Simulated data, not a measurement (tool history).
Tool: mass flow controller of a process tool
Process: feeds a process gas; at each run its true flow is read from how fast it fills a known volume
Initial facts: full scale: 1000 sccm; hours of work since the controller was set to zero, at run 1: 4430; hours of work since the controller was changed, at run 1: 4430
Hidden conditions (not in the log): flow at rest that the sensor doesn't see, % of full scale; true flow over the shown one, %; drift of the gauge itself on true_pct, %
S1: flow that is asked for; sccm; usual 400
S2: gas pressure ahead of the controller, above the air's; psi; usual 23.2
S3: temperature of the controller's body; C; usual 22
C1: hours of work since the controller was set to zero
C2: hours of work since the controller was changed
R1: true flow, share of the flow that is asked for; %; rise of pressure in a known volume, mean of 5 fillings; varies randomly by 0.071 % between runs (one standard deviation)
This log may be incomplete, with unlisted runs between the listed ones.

| run | day | S1 | S2 | S3 | C1 | C2 | R1 |
|---|---|---|---|---|---|---|---|
| 1 | 0 | 400 | 23.2 | 22 | 4430 | 4430 | 99.55 |
| 2 | 9.662 | 400 | 23.2 | 22 | 4584 | 4584 | 99.46 |
| 3 | 24.45 | 400 | 33.6 | 22 | 4821 | 4821 | 99.34 |
| 4 | 33.075 | 400 | 23.2 | 26 | 4958 | 4958 | 99.75 |
| 5 | 41.733 | 400 | 23.2 | 36 | 5097 | 5097 | 100.17 |
| 6 | 48.708 | 400 | 23.2 | 36 | 5208 | 5208 | 100.33 |
| 7 | 56.338 | 400 | 23.2 | 36 | 5330 | 5330 | 100.41 |
| 8 | 67.754 | 400 | 23.2 | 36 | 5513 | 5513 | 100.13 |
| 9 | 76.092 | 400 | 23.2 | 26 | 5646 | 5646 | 99.65 |
| 10 | 87.05 | 400 | 35.1 | 22 | 5821 | 5821 | 99.39 |
| 11 | 101.833 | 400 | 35.1 | 22 | 6057 | 6057 | 99.35 |
| 12 | 108.233 | 400 | 35.1 | 22 | 6160 | 6160 | 99.36 |
| 13 | 115.179 | 400 | 35.1 | 22 | 6270 | 6270 | 99.33 |
| 14 | 123.454 | 901 | 35.1 | 22 | 6403 | 6403 | 99.66 |
|  | 129.804 | controller's zero set anew |
| 15 | 133.392 | 901 | 35.1 | 22 | 57 | 6561 | 99.76 |
| 16 | 144.712 | 400 | 23.2 | 22 | 238 | 6742 | 99.44 |
| 17 | 156.371 | 400 | 23.2 | 22 | 425 | 6928 | 99.37 |
| 18 | 168.092 | 400 | 23.2 | 22 | 612 | 7116 | 99.49 |
| 19 | 181.046 | 400 | 23.2 | 35 | 819 | 7323 | 100.34 |
| 20 | 194.042 | 400 | 23.2 | 35 | 1027 | 7530 | 100.25 |
| 21 | 207.596 | 400 | 23.2 | 35 | 1243 | 7747 | 100.26 |
| 22 | 222.038 | 400 | 23.2 | 35 | 1474 | 7978 | 100.27 |
| 23 | 234.904 | 400 | 37.7 | 22 | 1680 | 8183 | 99.25 |
| 24 | 248.475 | 400 | 37.7 | 22 | 1896 | 8400 | 99.22 |
| 25 | 255.183 | 151 | 23.2 | 22 | 2004 | 8508 | 99.21 |
| 26 | 264.704 | 307 | 34.1 | 28 | 2156 | 8660 | 99.64 |
| 27 | 270.958 | 307 | 34.1 | 28 | 2256 | 8760 | 99.7 |
| 28 | 284.775 | 434 | 30.2 | 22 | 2477 | 8980 | 99.46 |
| 29 | 298.479 | 190 | 30.2 | 23 | 2696 | 9199 | 99.42 |
| 30 | 305.196 | 190 | 27.6 | 30 | 2803 | 9307 | 99.64 |
| 31 | 317.117 | 190 | 27.6 | 26 | 2993 | 9497 | 99.5 |
| 32 | 328.646 | 402 | 21 | 27 | 3178 | 9682 | 99.85 |
| 33 | 342 | 613 | 36.8 | 28 | 3391 | 9895 | 99.73 |
| 34 | 350.342 | 107 | 22.5 | 36 | 3524 | 10028 | 100.06 |
| 35 | 356.283 | 107 | 22.5 | 36 | 3619 | 10123 | 100.04 |
| 36 | 365.258 | 107 | 22.5 | 36 | 3763 | 10267 | 100.12 |
| 37 | 374.967 | 883 | 23.2 | 22 | 3918 | 10422 | 99.79 |
| 38 | 385.008 | 342 | 23.2 | 22 | 4078 | 10582 | 99.56 |
| 39 | 395.146 | 252 | 25.4 | 32 | 4240 | 10744 | 99.91 |
| 40 | 408.208 | 400 | 23.2 | 28 | 4449 | 10953 | 99.87 |
|  | 414.304 | controller exchanged for a calibrated one |
| 41 | 421.583 | 400 | 23.2 | 28 | 116 | 116 | 99.69 |
| 42 | 434.217 | 107 | 23.1 | 28 | 318 | 318 | 99.58 |
| 43 | 444.983 | 107 | 23.1 | 28 | 490 | 490 | 99.51 |
| 44 | 459.438 | 533 | 37 | 23 | 721 | 721 | 99.5 |
| 45 | 466.029 | 533 | 37 | 23 | 827 | 827 | 99.4 |
| 46 | 474.188 | 557 | 23.2 | 22 | 957 | 957 | 99.62 |
| 47 | 480.783 | 557 | 23.2 | 22 | 1062 | 1062 | 99.58 |

Alternative continuations, all from the tool just after run 47; predict every row:
| A | 490.338 | 525 | 23.2 | 22 | 1215 | 1215 | ? |
| B | 490.338 | 539 | 35.2 | 24 | 1215 | 1215 | ? |
| C | 490.338 | 190 | 34.5 | 22 | 1215 | 1215 | ? |
| D | 490.338 | 557 | 23.2 | 25 | 1215 | 1215 | ? |
| E | 490.338 | 394 | 29 | 32 | 1215 | 1215 | ? |

| run | R1 |
|---|---|
| A | 99.48 |
| B | 99.63 |
| C | 99.25 |
| D | 99.7 |
| E | 99.96 |
With no hidden state in the tool, these same runs would have given:
| run | R1 |
|---|---|
| A | 99.48 |
| B | 99.63 |
| C | 99.25 |
| D | 99.7 |
| E | 99.96 |
